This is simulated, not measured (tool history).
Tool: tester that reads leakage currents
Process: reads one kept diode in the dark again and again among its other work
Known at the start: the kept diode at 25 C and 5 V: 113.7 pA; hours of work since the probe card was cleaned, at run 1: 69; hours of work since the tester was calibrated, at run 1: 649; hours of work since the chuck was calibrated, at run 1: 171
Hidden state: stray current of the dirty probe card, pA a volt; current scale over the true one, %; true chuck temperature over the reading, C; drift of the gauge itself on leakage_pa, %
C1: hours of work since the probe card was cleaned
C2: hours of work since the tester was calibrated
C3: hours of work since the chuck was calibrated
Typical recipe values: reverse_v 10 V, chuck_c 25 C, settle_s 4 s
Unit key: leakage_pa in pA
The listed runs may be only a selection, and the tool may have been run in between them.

Run 1, day 0: usual settings; C1 69; C2 649; C3 171. Result: leakage_pa 157.97 pA.
Run 2, day 1.571: usual settings; C1 96; C2 676; C3 197. Result: leakage_pa 158.2 pA.
Run 3, day 2.633: usual settings; C1 114; C2 694; C3 216. Result: leakage_pa 157.32 pA.
Run 4, day 3.929: usual settings; C1 136; C2 716; C3 238. Result: leakage_pa 156.86 pA.
Run 5, day 5.121: usual settings; C1 156; C2 736; C3 258. Result: leakage_pa 156.95 pA.
Run 6, day 6.821: usual settings; C1 185; C2 765; C3 287. Result: leakage_pa 155.53 pA.
Run 7, day 8.533: usual settings; C1 214; C2 794; C3 316. Result: leakage_pa 156.07 pA.
Run 8, day 10.188: usual settings; C1 242; C2 822; C3 344. Result: leakage_pa 155.67 pA.
Run 9, day 11.017: usual settings but reverse_v 17.9 V; C1 256; C2 836; C3 358. Result: leakage_pa 208.36 pA.
Run 10, day 12.4: usual settings but reverse_v 17.9 V; C1 280; C2 860; C3 382. Result: leakage_pa 208.57 pA.
Run 11, day 13.796: usual settings but reverse_v 17.9 V; C1 304; C2 884; C3 405. Result: leakage_pa 208.96 pA.
Run 12, day 14.921: usual settings but reverse_v 17.9 V; C1 323; C2 903; C3 425. Result: leakage_pa 208.13 pA.
Run 13, day 16.588: usual settings but chuck_c 56 C; C1 351; C2 931; C3 453. Result: leakage_pa 2350.08 pA.
Run 14, day 18.175: usual settings but chuck_c 36 C; C1 378; C2 958; C3 480. Result: leakage_pa 425.66 pA.
Run 15, day 19.071: usual settings but chuck_c 36 C, settle_s 0.34 s; C1 394; C2 973; C3 495. Result: leakage_pa 437.09 pA.
Run 16, day 19.954: usual settings; C1 409; C2 988; C3 510. Result: leakage_pa 152.51 pA.
Run 17, day 20.683: usual settings; C1 421; C2 1001; C3 523. Result: leakage_pa 151.07 pA.
Run 18, day 21.562: usual settings; C1 436; C2 1016; C3 538. Result: leakage_pa 151.12 pA.
Run 19, day 22.467: usual settings but reverse_v 2.3 V; C1 451; C2 1031; C3 553. Result: leakage_pa 71.19 pA.
Run 20, day 23.479: usual settings but reverse_v 2.3 V; C1 469; C2 1048; C3 570. Result: leakage_pa 71.08 pA.
Run 21, day 25.058: usual settings but reverse_v 2.3 V; C1 495; C2 1075; C3 597. Result: leakage_pa 70.81 pA.
Run 22, day 26.425: usual settings but reverse_v 2.3 V; C1 519; C2 1099; C3 620. Result: leakage_pa 70.63 pA.
Run 23, day 27.638: usual settings but reverse_v 2.3 V; C1 539; C2 1119; C3 641. Result: leakage_pa 70.39 pA.
Run 24, day 28.529: usual settings but reverse_v 12.8 V; C1 554; C2 1134; C3 656. Result: leakage_pa 170.74 pA.
Run 25, day 29.846: usual settings but reverse_v 12.8 V; C1 577; C2 1157; C3 678. Result: leakage_pa 170.36 pA.
Run 26, day 30.579: usual settings but chuck_c 39 C; C1 589; C2 1169; C3 691. Result: leakage_pa 546.29 pA.
Run 27, day 32.204: usual settings but reverse_v 2.1 V, chuck_c 49 C, settle_s 1.83 s; C1 617; C2 1197; C3 719. Result: leakage_pa 583.17 pA.
Run 28, day 33.171: usual settings but reverse_v 10.6 V, settle_s 0.31 s; C1 633; C2 1213; C3 735. Result: leakage_pa 163.42 pA.
At day 34.808: chuck's temperature calibrated.
Run 29, day 34.942: usual settings but reverse_v 10.6 V, settle_s 0.31 s; C1 662; C2 1242; C3 2. Result: leakage_pa 181.22 pA.
Run 30, day 36.438: usual settings but reverse_v 10.6 V, settle_s 0.31 s; C1 688; C2 1267; C3 28. Result: leakage_pa 181.1 pA.
Run 31, day 37.142: usual settings but chuck_c 21 C, settle_s 3.62 s; C1 700; C2 1279; C3 40. Result: leakage_pa 112.38 pA.
Run 32, day 38.212: usual settings but chuck_c 21 C, settle_s 3.62 s; C1 718; C2 1298; C3 58. Result: leakage_pa 111.62 pA.
Run 33, day 39.108: usual settings but reverse_v 1.5 V, chuck_c 26 C, settle_s 6.99 s; C1 733; C2 1313; C3 73. Result: leakage_pa 67.49 pA.
Run 34, day 40.442: usual settings but reverse_v 1.5 V, chuck_c 26 C, settle_s 6.99 s; C1 756; C2 1336; C3 96. Result: leakage_pa 67.26 pA.
Run 35, day 41.362: usual settings but reverse_v 1.5 V, chuck_c 26 C, settle_s 6.99 s; C1 771; C2 1351; C3 112. Result: leakage_pa 67.06 pA.
Run 36, day 42.842: usual settings but reverse_v 1.5 V, chuck_c 26 C, settle_s 6.99 s; C1 797; C2 1376; C3 137. Result: leakage_pa 66.92 pA.
Run 37, day 44: usual settings but reverse_v 11 V, chuck_c 27 C; C1 816; C2 1396; C3 156. Result: leakage_pa 206.11 pA.
Run 38, day 45.617: usual settings but reverse_v 5.6 V, settle_s 9.47 s; C1 844; C2 1424; C3 184. Result: leakage_pa 118.32 pA.
Run 39, day 47.004: usual settings but reverse_v 5.6 V, settle_s 9.47 s; C1 867; C2 1447; C3 208. Result: leakage_pa 119.03 pA.
Run 40, day 48.312: usual settings but chuck_c 21 C; C1 890; C2 1470; C3 230. Result: leakage_pa 109.9 pA.

Measured minus without-hidden-state, run by run (identical run-to-run variation in each term; gauge scatter may differ):
run  leakage_pa
  1       -4.22
  2       -4.69
  3       -5.04
  4       -5.45
  5       -5.85
  6       -6.34
  7       -6.93
  8       -7.38
  9        -9.5
 10      -10.03
 11       -10.6
 12      -10.99
 13     -140.87
 14      -28.73
 15      -29.82
 16      -10.25
 17      -10.42
 18       -10.7
 19       -5.83
 20       -6.01
 21       -6.24
 22       -6.46
 23       -6.67
 24      -14.11
 25      -14.51
 26      -53.15
 27      -58.16
 28      -14.46
 29       +2.31
 30       +1.87
 31       +2.18
 32       +1.95
 33       -0.67
 34       -0.89
 35       -1.05
 36       -1.26
 37       -1.63
 38       -1.78
 39       -2.14
 40       -0.04
